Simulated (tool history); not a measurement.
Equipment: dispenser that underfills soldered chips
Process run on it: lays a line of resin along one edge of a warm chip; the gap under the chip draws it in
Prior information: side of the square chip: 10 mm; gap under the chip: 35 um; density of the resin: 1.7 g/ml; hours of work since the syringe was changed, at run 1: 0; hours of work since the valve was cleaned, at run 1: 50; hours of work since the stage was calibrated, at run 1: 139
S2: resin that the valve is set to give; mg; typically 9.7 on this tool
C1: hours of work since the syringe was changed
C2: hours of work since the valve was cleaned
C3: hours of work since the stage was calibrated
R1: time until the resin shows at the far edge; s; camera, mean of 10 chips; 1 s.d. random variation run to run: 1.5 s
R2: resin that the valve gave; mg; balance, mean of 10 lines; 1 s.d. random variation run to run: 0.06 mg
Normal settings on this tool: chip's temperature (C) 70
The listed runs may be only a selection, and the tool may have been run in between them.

run 1 hour=0 | chip's_temperature_(C)=70 S2=9.7 | C1=0 C2=50 C3=139 | R1=148 R2=9.52
run 2 hour=7.1 | chip's_temperature_(C)=70 S2=10.06 | C1=5 C2=55 C3=144 | R1=225 R2=9.89
-- hour=12.1 new syringe of resin
run 3 hour=12.7 | chip's_temperature_(C)=70 S2=10.06 | C1=0 C2=59 C3=148 | R1=148.7 R2=9.78
-- hour=24.2 new syringe of resin
run 4 hour=25.1 | chip's_temperature_(C)=70 S2=10.06 | C1=1 C2=67 C3=157 | R1=154.3 R2=9.8
-- hour=35.5 new syringe of resin
run 5 hour=36.3 | chip's_temperature_(C)=70 S2=9.7 | C1=1 C2=75 C3=165 | R1=149 R2=9.47
run 6 hour=45 | chip's_temperature_(C)=76 S2=9.7 | C1=7 C2=81 C3=171 | R1=208.3 R2=9.54
-- hour=46.9 new syringe of resin
run 7 hour=52 | chip's_temperature_(C)=76 S2=9.7 | C1=4 C2=86 C3=176 | R1=161 R2=9.34

The next listed run, before its measurement:
-- hour=58.2 new syringe of resin
run 8 hour=58.7 | chip's_temperature_(C)=76 S2=9.7 | C1=0 C2=91 C3=180 | R1=? R2=?

R1: 122.6 s
R2: 9.41 mg
Were there no unlogged condition in the tool, this run, its random variation unchanged, would have produced R1 118.5 s, R2 9.68 mg.
